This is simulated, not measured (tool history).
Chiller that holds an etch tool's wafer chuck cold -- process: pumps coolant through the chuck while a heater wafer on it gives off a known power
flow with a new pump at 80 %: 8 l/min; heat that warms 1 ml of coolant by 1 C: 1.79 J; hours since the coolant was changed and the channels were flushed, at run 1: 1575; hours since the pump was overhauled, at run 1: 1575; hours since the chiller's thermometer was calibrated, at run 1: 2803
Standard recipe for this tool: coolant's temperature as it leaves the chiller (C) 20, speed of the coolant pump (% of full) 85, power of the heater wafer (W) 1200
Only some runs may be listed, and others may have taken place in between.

run    hour  coolant's temperature as it leaves the chiller (C)  speed of the coolant pump (% of full)  power of the heater wafer (W)  hours since the coolant was changed and the channels were flushed  hours since the pump was overhauled  hours since the chiller's thermometer was calibrated  chuck's temperature once it has settled (C)  how much warmer the coolant comes back (C)
  1     0.0                                                  20                                     85                           1200                                                               1575                                 1575                                                  2803                                         30.5                                        4.98
  2   159.4                                                  20                                     85                           1200                                                               1734                                 1734                                                  2962                                         30.7                                        4.97
  3   249.2                                                  20                                     85                           1200                                                               1824                                 1824                                                  3052                                         30.7                                        5.00
  4   374.6                                                  20                                     90                           1200                                                               1949                                 1949                                                  3178                                         30.3                                        4.76
  5   443.7                                                  20                                     90                           1200                                                               2018                                 2018                                                  3247                                         30.2                                        4.81
  6   519.2                                                  20                                     90                           1200                                                               2094                                 2094                                                  3322                                         30.3                                        4.76
  7   627.4                                                  20                                     90                           1200                                                               2202                                 2202                                                  3430                                         30.3                                        4.78
  8   775.3                                                  20                                     90                           1200                                                               2350                                 2350                                                  3578                                         30.4                                        4.76
  9   855.8                                                  20                                     90                           1200                                                               2430                                 2430                                                  3659                                         30.6                                        4.86
 10  1003.2                                                  20                                     85                           1200                                                               2578                                 2578                                                  3806                                         31.1                                        5.14
     1124.4  -- coolant changed, channels flushed
 11  1142.5                                                  20                                     85                           1200                                                                 18                                 2711                                                  3940                                         29.9                                        5.15
     1274.7  -- chiller's thermometer calibrated
 12  1275.0                                                  20                                     85                           1200                                                                150                                 2843                                                     0                                         30.4                                        5.20
 13  1424.0                                                  17                                     85                           1200                                                                299                                 2992                                                   149                                         27.6                                        5.19
 14  1548.9                                                  17                                     85                           1200                                                                424                                 3117                                                   274                                         27.4                                        5.19
 15  1640.7                                                  20                                     85                           1200                                                                515                                 3208                                                   366                                         30.4                                        5.21
 16  1773.6                                                  20                                     85                           1200                                                                648                                 3341                                                   499                                         30.7                                        5.31
 17  1912.7                                                  22                                     84                           1112                                                                787                                 3480                                                   638                                         32.1                                        4.93
 18  2006.2                                                  22                                     84                           1112                                                                881                                 3574                                                   732                                         32.1                                        4.95
 19  2080.4                                                  22                                     86                           1112                                                                955                                 3648                                                   806                                         31.9                                        4.85
 20  2163.3                                                  20                                     67                           1726                                                               1038                                 3731                                                   889                                         39.5                                        9.78
 21  2315.9                                                  20                                     85                            860                                                               1190                                 3883                                                  1041                                         27.9                                        3.89
 22  2433.2                                                  28                                     68                           1270                                                               1308                                 4001                                                  1159                                         42.4                                        7.21
 23  2584.1                                                  28                                     68                            778                                                               1459                                 4152                                                  1309                                         36.9                                        4.39
 24  2700.3                                                  19                                     75                            926                                                               1575                                 4268                                                  1426                                         28.6                                        4.81
 25  2809.6                                                  25                                     85                           1200                                                               1684                                 4377                                                  1535                                         36.4                                        5.49
 26  2921.1                                                  10                                     82                           1572                                                               1796                                 4489                                                  1646                                         25.6                                        7.43
 27  2987.6                                                  16                                     97                           1572                                                               1862                                 4555                                                  1713                                         29.6                                        6.20
 28  3141.3                                                  17                                     97                            964                                                               2016                                 4709                                                  1867                                         25.3                                        3.81
 29  3242.7                                                  13                                     85                           1200                                                               2117                                 4810                                                  1968                                         24.8                                        5.49

Each row is a separate what-if for the run after 29, all from the same tool condition, not one after another. Results?
  A  3309.8                                                  16                                     73                            904                                                               2184                                 4877                                                  2035                                            ?                                           ?
  B  3309.8                                                  20                                     85                           1208                                                               2184                                 4877                                                  2035                                            ?                                           ?
  C  3309.8                                                  13                                     61                           1200                                                               2184                                 4877                                                  2035                                            ?                                           ?

run  chuck's temperature once it has settled (C)  how much warmer the coolant comes back (C)
  A                                         26.1                                        4.87
  B                                         31.8                                        5.58
  C                                         29.0                                        7.87
The same runs, with their run-to-run variation unchanged, on a tool lacking any hidden condition would have given:
run  chuck's temperature once it has settled (C)  how much warmer the coolant comes back (C)
  A                                         23.9                                        4.15
  B                                         29.3                                        4.75
  C                                         25.5                                        6.71
